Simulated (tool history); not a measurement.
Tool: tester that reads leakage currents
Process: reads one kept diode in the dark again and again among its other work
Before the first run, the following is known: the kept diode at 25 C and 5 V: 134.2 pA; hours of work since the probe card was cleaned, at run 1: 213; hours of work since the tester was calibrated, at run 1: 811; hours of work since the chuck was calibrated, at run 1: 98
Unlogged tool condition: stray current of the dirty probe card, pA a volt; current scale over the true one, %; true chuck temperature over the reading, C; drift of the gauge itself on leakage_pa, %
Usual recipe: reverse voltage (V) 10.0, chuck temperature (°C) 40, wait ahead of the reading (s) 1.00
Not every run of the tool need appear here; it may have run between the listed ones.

| run | day | reverse voltage (V) | chuck temperature (°C) | wait ahead of the reading (s) | hours of work since the probe card was cleaned | hours of work since the tester was calibrated | hours of work since the chuck was calibrated | current that the tester gives (pA) |
|---|---|---|---|---|---|---|---|---|
| 1 | 0.000 | 10.0 | 40 | 1.00 | 213 | 811 | 98 | 735.43 |
| 2 | 1.250 | 10.0 | 40 | 1.00 | 235 | 833 | 120 | 733.70 |
| 3 | 2.262 | 10.0 | 40 | 1.00 | 252 | 850 | 137 | 735.66 |
| 4 | 2.925 | 10.0 | 40 | 1.00 | 264 | 862 | 149 | 733.08 |
| 5 | 3.579 | 10.0 | 40 | 1.00 | 275 | 873 | 160 | 733.15 |
| 6 | 4.933 | 10.0 | 40 | 1.00 | 299 | 897 | 184 | 733.88 |
| 7 | 5.758 | 13.6 | 40 | 1.00 | 313 | 911 | 198 | 877.65 |
| 8 | 6.912 | 13.6 | 40 | 1.00 | 333 | 931 | 218 | 871.74 |
| 9 | 8.033 | 13.6 | 40 | 1.00 | 353 | 950 | 238 | 873.07 |
|  | 8.254 | tester calibrated |
| 10 | 9.538 | 10.6 | 40 | 1.00 | 377 | 22 | 262 | 747.79 |
| 11 | 10.817 | 10.6 | 40 | 1.00 | 399 | 45 | 285 | 746.33 |
| 12 | 11.488 | 10.6 | 40 | 1.00 | 411 | 56 | 296 | 745.22 |
| 13 | 12.775 | 11.3 | 40 | 1.00 | 434 | 79 | 319 | 777.97 |
|  | 13.154 | tester calibrated, once more |
| 14 | 13.992 | 1.0 | 34 | 1.55 | 453 | 15 | 338 | 112.04 |
| 15 | 14.600 | 1.9 | 24 | 9.62 | 464 | 25 | 349 | 67.80 |
| 16 | 15.775 | 10.0 | 47 | 1.14 | 484 | 46 | 369 | 1273.01 |
| 17 | 16.529 | 10.0 | 40 | 2.38 | 497 | 59 | 383 | 719.65 |
| 18 | 17.575 | 10.0 | 40 | 2.38 | 516 | 77 | 401 | 716.43 |
| 19 | 18.846 | 1.2 | 58 | 6.09 | 538 | 99 | 423 | 837.93 |
| 20 | 19.917 | 1.5 | 43 | 0.43 | 556 | 118 | 442 | 299.82 |
| 21 | 21.188 | 1.3 | 54 | 0.43 | 579 | 140 | 464 | 652.53 |
| 22 | 22.488 | 1.1 | 54 | 0.75 | 601 | 162 | 486 | 592.14 |
| 23 | 23.683 | 8.7 | 54 | 2.29 | 622 | 183 | 507 | 1984.15 |
| 24 | 24.550 | 8.7 | 56 | 9.25 | 637 | 198 | 522 | 2309.36 |

Below, some changes in current that the tester gives (pA) between adjacent runs. For each, the amount present without the hidden state too (settings, incoming material, random variation) and the amount remaining for the hidden state with gauge scatter not shared by both compared results:
Run 15 -> 16: reverse voltage (V) 1.9 -> 10.0, chuck temperature (°C) 24 -> 47, wait ahead of the reading (s) 9.62 -> 1.14. current that the tester gives (pA) +1205.21: hidden state -36.39, all else +1241.60.
Run 22 -> 23: reverse voltage (V) 1.1 -> 8.7, wait ahead of the reading (s) 0.75 -> 2.29. current that the tester gives (pA) +1392.01: hidden state -56.91, all else +1448.92.
